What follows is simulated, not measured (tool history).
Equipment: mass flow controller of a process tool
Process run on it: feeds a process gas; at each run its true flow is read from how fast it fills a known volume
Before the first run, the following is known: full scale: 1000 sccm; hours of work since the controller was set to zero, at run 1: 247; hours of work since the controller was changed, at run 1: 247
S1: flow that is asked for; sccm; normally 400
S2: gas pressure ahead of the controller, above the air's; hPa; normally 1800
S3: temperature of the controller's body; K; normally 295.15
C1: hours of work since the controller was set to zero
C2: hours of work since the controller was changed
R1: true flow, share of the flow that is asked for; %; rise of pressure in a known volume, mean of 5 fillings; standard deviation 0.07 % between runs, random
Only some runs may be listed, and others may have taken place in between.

| run | hour | S1 | S2 | S3 | C1 | C2 | R1 |
|---|---|---|---|---|---|---|---|
| 1 | 0.0 | 400 | 1800 | 295.15 | 247 | 247 | 98.38 |
| 2 | 66.4 | 400 | 1800 | 295.15 | 295 | 295 | 98.43 |
| 3 | 127.4 | 400 | 2060 | 295.15 | 339 | 339 | 98.62 |
| 4 | 203.5 | 400 | 1800 | 295.15 | 394 | 394 | 98.46 |
| 5 | 269.4 | 900 | 1800 | 295.15 | 442 | 442 | 100.08 |
| 6 | 319.0 | 400 | 1800 | 295.15 | 478 | 478 | 98.27 |
| 7 | 389.7 | 400 | 1800 | 295.15 | 529 | 529 | 98.40 |
| 8 | 439.3 | 400 | 1800 | 295.15 | 565 | 565 | 98.40 |
| 9 | 517.4 | 400 | 1800 | 295.15 | 622 | 622 | 98.35 |
| 10 | 582.9 | 400 | 1800 | 295.15 | 669 | 669 | 98.46 |
| 11 | 666.5 | 400 | 1800 | 295.15 | 730 | 730 | 98.36 |
| 12 | 714.7 | 400 | 1800 | 304.15 | 765 | 765 | 97.83 |
| 13 | 790.9 | 874 | 1800 | 304.15 | 820 | 820 | 99.49 |
| 14 | 858.7 | 874 | 1800 | 304.15 | 869 | 869 | 99.51 |
| 15 | 898.2 | 874 | 1800 | 304.15 | 898 | 898 | 99.64 |
| 16 | 946.1 | 400 | 1800 | 296.15 | 933 | 933 | 98.32 |
| 17 | 1025.6 | 106 | 1420 | 301.15 | 990 | 990 | 95.55 |
| 18 | 1098.2 | 106 | 1420 | 301.15 | 1043 | 1043 | 95.49 |
| 19 | 1182.1 | 151 | 1420 | 301.15 | 1104 | 1104 | 96.20 |
| 20 | 1240.3 | 151 | 1420 | 296.15 | 1146 | 1146 | 96.27 |
| 21 | 1304.0 | 400 | 1490 | 295.15 | 1192 | 1192 | 98.17 |
| 22 | 1382.7 | 400 | 1490 | 295.15 | 1249 | 1249 | 98.07 |
| 23 | 1461.5 | 359 | 1800 | 295.15 | 1306 | 1306 | 98.12 |
| 24 | 1526.6 | 359 | 1800 | 310.15 | 1354 | 1354 | 97.19 |
| 25 | 1575.7 | 153 | 1430 | 305.15 | 1389 | 1389 | 95.66 |
| 26 | 1640.5 | 153 | 1430 | 305.15 | 1436 | 1436 | 95.55 |
| 27 | 1684.1 | 153 | 1430 | 305.15 | 1468 | 1468 | 95.74 |
| 28 | 1735.6 | 153 | 1430 | 305.15 | 1505 | 1505 | 95.51 |
| 29 | 1804.3 | 153 | 1430 | 305.15 | 1555 | 1555 | 95.56 |
| 30 | 1860.5 | 153 | 1430 | 305.15 | 1596 | 1596 | 95.55 |
| 31 | 1938.3 | 153 | 1430 | 305.15 | 1652 | 1652 | 95.45 |

Below, some changes in R1 between adjacent runs. For each, the amount present without the hidden state too (settings, incoming material, random variation) and the amount remaining for the hidden state with gauge scatter not shared by both compared results:
The tool's hidden condition here consists of: flow at rest that the sensor doesn't see, % of full scale; true flow over the shown one, %; drift of the gauge itself on true_pct, %.
Run 5 -> 6: S1 900 -> 400. R1 -1.81 %: hidden state -0.14, all else -1.67.
Run 16 -> 17: S1 400 -> 106, S2 1800 -> 1420, S3 296.15 -> 301.15. R1 -2.77 %: hidden state -1.35, all else -1.42.
Run 20 -> 21: S1 151 -> 400, S2 1420 -> 1490, S3 296.15 -> 295.15. R1 +1.90 %: hidden state +0.91, all else +0.99.
Run 24 -> 25: S1 359 -> 153, S2 1800 -> 1430, S3 310.15 -> 305.15. R1 -1.53 %: hidden state -0.99, all else -0.54.

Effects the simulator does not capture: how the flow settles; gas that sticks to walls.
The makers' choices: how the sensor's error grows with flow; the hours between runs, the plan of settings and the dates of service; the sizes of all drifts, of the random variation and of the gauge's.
